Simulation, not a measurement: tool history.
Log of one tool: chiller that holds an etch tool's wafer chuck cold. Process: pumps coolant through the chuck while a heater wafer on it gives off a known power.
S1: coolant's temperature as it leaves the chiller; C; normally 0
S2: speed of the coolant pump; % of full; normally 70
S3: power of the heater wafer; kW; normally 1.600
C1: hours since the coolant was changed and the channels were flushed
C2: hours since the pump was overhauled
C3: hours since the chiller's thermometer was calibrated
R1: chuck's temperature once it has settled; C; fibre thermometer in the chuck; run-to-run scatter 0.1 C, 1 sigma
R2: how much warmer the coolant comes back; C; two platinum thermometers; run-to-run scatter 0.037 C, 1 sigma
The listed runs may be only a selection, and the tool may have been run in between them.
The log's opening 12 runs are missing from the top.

Run 13, hour 363.3: usual settings but S3 1.790 kW; C1 3748; C2 1918; C3 2101. Result: R1 21.8 C, R2 8.31 C.
Run 14, hour 388.3: usual settings; C1 3773; C2 1943; C3 2126. Result: R1 19.6 C, R2 7.43 C.
Run 15, hour 422.7: usual settings; C1 3807; C2 1978; C3 2161. Result: R1 19.5 C, R2 7.39 C.
Run 16, hour 467.8: usual settings; C1 3852; C2 2023; C3 2206. Result: R1 19.5 C, R2 7.37 C.
Run 17, hour 510.7: usual settings but S1 6 C, S2 94 % of full; C1 3895; C2 2066; C3 2249. Result: R1 21.1 C, R2 5.36 C.
Run 18, hour 546.0: usual settings but S1 6 C, S2 94 % of full; C1 3931; C2 2101; C3 2284. Result: R1 20.9 C, R2 5.36 C.
Run 19, hour 571.7: usual settings but S1 6 C, S2 94 % of full; C1 3956; C2 2127; C3 2310. Result: R1 21.0 C, R2 5.37 C.
Run 20, hour 595.7: usual settings but S1 8 C, S2 83 % of full; C1 3980; C2 2151; C3 2334. Result: R1 24.6 C, R2 6.17 C.
Run 21, hour 637.9: usual settings but S2 89 % of full, S3 0.879 kW; C1 4022; C2 2193; C3 2376. Result: R1 8.5 C, R2 3.12 C.
Run 22, hour 674.9: usual settings but S2 74 % of full; C1 4059; C2 2230; C3 2413. Result: R1 18.7 C, R2 7.00 C.
Run 23, hour 713.9: usual settings but S2 90 % of full, S3 0.846 kW; C1 4098; C2 2269; C3 2452. Result: R1 8.2 C, R2 2.98 C.
Run 24, hour 758.7: usual settings but S1 1 C, S2 63 % of full, S3 1.914 kW; C1 4143; C2 2314; C3 2497. Result: R1 26.6 C, R2 9.99 C.
Run 25, hour 777.3: usual settings but S1 3 C, S2 80 % of full, S3 1.914 kW; C1 4162; C2 2332; C3 2515. Result: R1 23.9 C, R2 7.63 C.
Run 26, hour 796.9: usual settings but S1 3 C, S2 81 % of full, S3 1.635 kW; C1 4181; C2 2352; C3 2535. Result: R1 20.4 C, R2 6.50 C.
Run 27, hour 825.7: usual settings but S1 -5 C, S3 1.399 kW; C1 4210; C2 2381; C3 2564. Result: R1 12.1 C, R2 6.51 C.
Run 28, hour 864.1: usual settings but S1 10 C, S2 72 % of full, S3 1.016 kW; C1 4249; C2 2419; C3 2602. Result: R1 22.1 C, R2 4.63 C.
Run 29, hour 895.7: usual settings but S1 10 C, S2 72 % of full, S3 1.016 kW; C1 4280; C2 2451; C3 2634. Result: R1 22.2 C, R2 4.60 C.
Run 30, hour 930.9: usual settings but S1 2 C, S2 78 % of full, S3 1.418 kW; C1 4315; C2 2486; C3 2669. Result: R1 17.7 C, R2 5.89 C.
Run 31, hour 952.6: usual settings but S1 5 C, S3 0.925 kW; C1 4337; C2 2508; C3 2691. Result: R1 16.3 C, R2 4.28 C.
Run 32, hour 977.8: usual settings but S1 -6 C, S3 1.498 kW; C1 4362; C2 2533; C3 2716. Result: R1 12.5 C, R2 6.96 C.

Consider 3 possible next runs. They are alternatives, not a sequence: every one starts from the tool as it was left by run 32. What does each give?
Run A, hour 1018.8: usual settings but S2 60 % of full, S3 1.311 kW; C1 4403; C2 2574; C3 2757. Result: R1 ?, R2 ?.
Run B, hour 1018.8: usual settings but S1 4 C, S3 0.973 kW; C1 4403; C2 2574; C3 2757. Result: R1 ?, R2 ?.
Run C, hour 1018.8: usual settings but S1 -6 C, S2 86 % of full, S3 1.498 kW; C1 4403; C2 2574; C3 2757. Result: R1 ?, R2 ?.

run    R1    R2
  A  18.6  7.30
  B  16.0  4.54
  C   9.1  5.54
The same runs, with their run-to-run variation unchanged, on a tool lacking any hidden condition would have given:
run    R1    R2
  A  18.6  7.30
  B  16.0  4.54
  C   9.1  5.54
